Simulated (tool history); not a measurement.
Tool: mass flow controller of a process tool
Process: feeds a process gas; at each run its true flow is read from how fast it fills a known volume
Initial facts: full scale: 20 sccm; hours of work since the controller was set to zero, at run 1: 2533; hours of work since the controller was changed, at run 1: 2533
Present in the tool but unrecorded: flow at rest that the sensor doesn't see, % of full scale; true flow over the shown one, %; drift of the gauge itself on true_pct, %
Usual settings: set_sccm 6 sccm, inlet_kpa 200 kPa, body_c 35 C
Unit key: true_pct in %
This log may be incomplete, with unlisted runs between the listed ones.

| run | day | set_sccm | inlet_kpa | body_c | hours of work since the controller was set to zero | hours of work since the controller was changed | true_pct |
|---|---|---|---|---|---|---|---|
| 1 | 0 | 6 | 200 | 35 | 2533 | 2533 | 98.16 |
| 2 | 2.862 | 6 | 200 | 35 | 2585 | 2585 | 98.02 |
| 3 | 5.7 | 6 | 232 | 35 | 2637 | 2637 | 98.06 |
| 4 | 8.562 | 6 | 232 | 35 | 2689 | 2689 | 97.96 |
| 5 | 11.717 | 6 | 232 | 36 | 2747 | 2747 | 97.54 |
| 6 | 13.896 | 15 | 200 | 35 | 2786 | 2786 | 97.93 |
| 7 | 16.721 | 10 | 200 | 26 | 2838 | 2838 | 98.19 |
| 8 | 18.192 | 7 | 200 | 35 | 2865 | 2865 | 97.1 |
| 9 | 20.242 | 7 | 200 | 35 | 2902 | 2902 | 97.08 |
| 10 | 23.442 | 6 | 266 | 27 | 2961 | 2961 | 97.75 |
| 11 | 25.417 | 8 | 243 | 27 | 2997 | 2997 | 97.63 |

Here are 4 independent what-if runs from the current tool condition. What would each one return?
| A | 27.704 | 4 | 200 | 29 | 3039 | 3039 | ? |
| B | 27.704 | 8 | 159 | 25 | 3039 | 3039 | ? |
| C | 27.704 | 6 | 181 | 35 | 3039 | 3039 | ? |
| D | 27.704 | 3 | 243 | 27 | 3039 | 3039 | ? |

| run | true_pct |
|---|---|
| A | 96.67 |
| B | 97.07 |
| C | 96.25 |
| D | 97.06 |
Take away the tool's hidden state, keep each run's random variation, and the runs would have read:
| run | true_pct |
|---|---|
| A | 98.46 |
| B | 98.87 |
| C | 98.04 |
| D | 98.85 |

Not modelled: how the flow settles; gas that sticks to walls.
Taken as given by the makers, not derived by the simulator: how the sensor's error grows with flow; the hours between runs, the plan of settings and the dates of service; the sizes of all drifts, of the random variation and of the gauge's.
